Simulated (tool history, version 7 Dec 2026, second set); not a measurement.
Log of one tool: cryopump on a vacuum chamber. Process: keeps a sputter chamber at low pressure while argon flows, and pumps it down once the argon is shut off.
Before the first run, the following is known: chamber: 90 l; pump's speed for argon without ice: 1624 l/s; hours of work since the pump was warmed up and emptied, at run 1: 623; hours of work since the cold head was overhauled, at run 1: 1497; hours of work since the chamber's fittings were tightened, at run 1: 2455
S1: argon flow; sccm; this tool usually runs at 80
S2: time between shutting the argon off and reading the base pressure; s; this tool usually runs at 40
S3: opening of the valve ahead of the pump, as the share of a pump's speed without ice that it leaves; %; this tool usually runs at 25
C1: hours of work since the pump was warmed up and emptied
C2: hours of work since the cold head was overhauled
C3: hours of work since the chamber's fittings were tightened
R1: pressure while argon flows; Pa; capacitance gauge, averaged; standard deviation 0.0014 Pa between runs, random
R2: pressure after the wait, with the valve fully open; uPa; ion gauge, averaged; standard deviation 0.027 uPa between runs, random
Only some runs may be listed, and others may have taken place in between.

run	hour	S1	S2	S3	C1	C2	C3	R1	R2
1	0	80	40	25	623	1497	2455	0.3511	2.39
2	60.7	52	40	25	654	1528	2486	0.2285	2.43
3	126.1	139	40	25	687	1561	2520	0.6162	2.44
4	234.6	139	40	25	743	1616	2575	0.6166	2.45
# hour 327.8: pump warmed up, emptied and cooled again
5	344.2	80	40	23	8	1670	2628	0.3655	2.34
6	426.2	80	40	23	50	1711	2670	0.366	2.37
7	535.9	80	40	23	106	1767	2726	0.3646	2.39
8	643.1	80	40	34	161	1822	2780	0.253	2.43
9	770.1	80	40	34	225	1887	2845	0.2501	2.4
10	839.9	80	40	25	261	1922	2880	0.3416	2.42
11	919	80	40	25	301	1962	2921	0.3428	2.42
12	987.5	80	40	25	336	1997	2956	0.3441	2.38
13	1072.8	80	115	25	379	2041	2999	0.3441	1.14
14	1194.3	80	40	25	441	2103	3061	0.3489	2.44
15	1283.7	80	40	25	487	2148	3106	0.3489	2.54
16	1346.8	80	40	25	519	2180	3139	0.3479	2.49
17	1417.7	80	40	25	555	2216	3175	0.3509	2.53
18	1530.1	80	40	25	612	2274	3232	0.3545	2.5
19	1588.4	80	40	25	642	2303	3262	0.3541	2.52
20	1647.6	80	40	25	672	2333	3292	0.3561	2.5
21	1712.4	50	40	16	705	2366	3325	0.3404	2.57
22	1819.8	59	65	17	760	2421	3380	0.3781	1.78
# hour 1878.8: pump warmed up, emptied and cooled again
23	1914.7	47	29	25	18	2467	3425	0.1964	3.2
24	2006.9	75	29	25	65	2514	3472	0.3163	3.18
25	2070.1	80	40	20	97	2546	3504	0.4201	2.49
26	2148.7	94	132	55	137	2586	3544	0.1835	1.11
27	2241	44	54	42	184	2633	3592	0.1133	1.96
28	2342.5	159	54	32	236	2685	3643	0.5341	2
# hour 2398.7: leaking fittings of the chamber tightened, without venting
29	2420.5	92	143	20	275	2724	11	0.4906	0.79
30	2538.2	92	143	20	335	2783	71	0.494	0.77
31	2641.1	80	25	19	387	2836	123	0.4522	3.31
32	2713.9	80	25	19	424	2873	161	0.4523	3.38
33	2842	80	25	19	490	2938	226	0.4519	3.45
34	2955.4	80	25	19	547	2996	284	0.46	3.43

4 options for the next run, each taken on its own from the tool as it stands now. Forecast them:
A	3048.5	72	41	36	595	3043	331	?	?
B	3048.5	58	42	44	595	3043	331	?	?
C	3048.5	131	25	19	595	3043	331	?	?
D	3048.5	53	40	25	595	3043	331	?	?

run	R1	R2
A	0.2278	2.17
B	0.153	2.16
C	0.7541	3.48
D	0.2343	2.24
With the hidden condition removed and each run's random variation left untouched, the same runs would have given:
run	R1	R2
A	0.2098	2.07
B	0.1386	2.06
C	0.7214	3.38
D	0.2211	2.14
